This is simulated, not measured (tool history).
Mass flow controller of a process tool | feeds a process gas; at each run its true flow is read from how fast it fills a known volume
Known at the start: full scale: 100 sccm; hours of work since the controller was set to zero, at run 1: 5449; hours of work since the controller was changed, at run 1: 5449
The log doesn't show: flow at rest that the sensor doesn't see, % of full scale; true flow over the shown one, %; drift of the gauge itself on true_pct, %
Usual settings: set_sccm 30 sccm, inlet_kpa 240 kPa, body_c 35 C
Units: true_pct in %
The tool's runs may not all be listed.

| run | hour | set_sccm | inlet_kpa | body_c | hours of work since the controller was set to zero | hours of work since the controller was changed | true_pct |
|---|---|---|---|---|---|---|---|
| 1 | 0.0 | 30 | 240 | 35 | 5449 | 5449 | 100.50 |
| 2 | 283.8 | 30 | 227 | 35 | 5648 | 5648 | 100.73 |
|  | 636.9 | controller's zero set anew |
| 3 | 737.8 | 30 | 227 | 35 | 71 | 5966 | 101.20 |
| 4 | 949.7 | 30 | 240 | 35 | 219 | 6115 | 101.10 |
| 5 | 1410.9 | 30 | 240 | 35 | 543 | 6438 | 101.26 |
| 6 | 1866.8 | 30 | 240 | 35 | 862 | 6758 | 101.35 |
| 7 | 2077.5 | 30 | 240 | 35 | 1010 | 6905 | 101.45 |
|  | 2134.0 | controller's zero set anew, once more |
| 8 | 2488.5 | 30 | 240 | 35 | 248 | 7193 | 99.76 |
| 9 | 2895.2 | 30 | 240 | 35 | 534 | 7478 | 99.88 |
| 10 | 3235.8 | 30 | 151 | 35 | 772 | 7717 | 100.65 |
| 11 | 3484.1 | 62 | 189 | 21 | 946 | 7891 | 101.69 |
| 12 | 3971.1 | 62 | 189 | 21 | 1288 | 8232 | 101.86 |
| 13 | 4256.7 | 62 | 189 | 21 | 1488 | 8433 | 101.94 |
| 14 | 4558.6 | 62 | 189 | 21 | 1700 | 8644 | 102.02 |
| 15 | 4847.9 | 12 | 165 | 23 | 1902 | 8847 | 102.61 |
| 16 | 5237.4 | 12 | 165 | 23 | 2175 | 9120 | 102.68 |
| 17 | 5515.2 | 17 | 214 | 27 | 2370 | 9315 | 101.88 |
| 18 | 5746.2 | 30 | 218 | 23 | 2532 | 9477 | 102.03 |
| 19 | 6194.6 | 53 | 154 | 25 | 2846 | 9791 | 102.20 |
| 20 | 6534.1 | 30 | 260 | 24 | 3084 | 10029 | 101.89 |

5 ways to go on from here, each from the tool as it stands after run 20. What would each give?
|  | 6727.1 | controller exchanged for a calibrated one |
| A | 6973.0 | 30 | 216 | 22 | 172 | 172 | ? |
|  | 6727.1 | controller exchanged for a calibrated one |
| B | 6973.0 | 70 | 182 | 24 | 172 | 172 | ? |
|  | 6727.1 | controller exchanged for a calibrated one |
| C | 6973.0 | 20 | 171 | 26 | 172 | 172 | ? |
|  | 6727.1 | controller exchanged for a calibrated one |
| D | 6973.0 | 30 | 199 | 26 | 172 | 172 | ? |
|  | 6727.1 | controller exchanged for a calibrated one |
| E | 6973.0 | 39 | 240 | 36 | 172 | 172 | ? |

| run | true_pct |
|---|---|
| A | 99.47 |
| B | 99.63 |
| C | 99.52 |
| D | 99.44 |
| E | 98.31 |
Without the tool's hidden state the same runs would have given:
| run | true_pct |
|---|---|
| A | 99.55 |
| B | 99.78 |
| C | 99.53 |
| D | 99.52 |
| E | 98.42 |
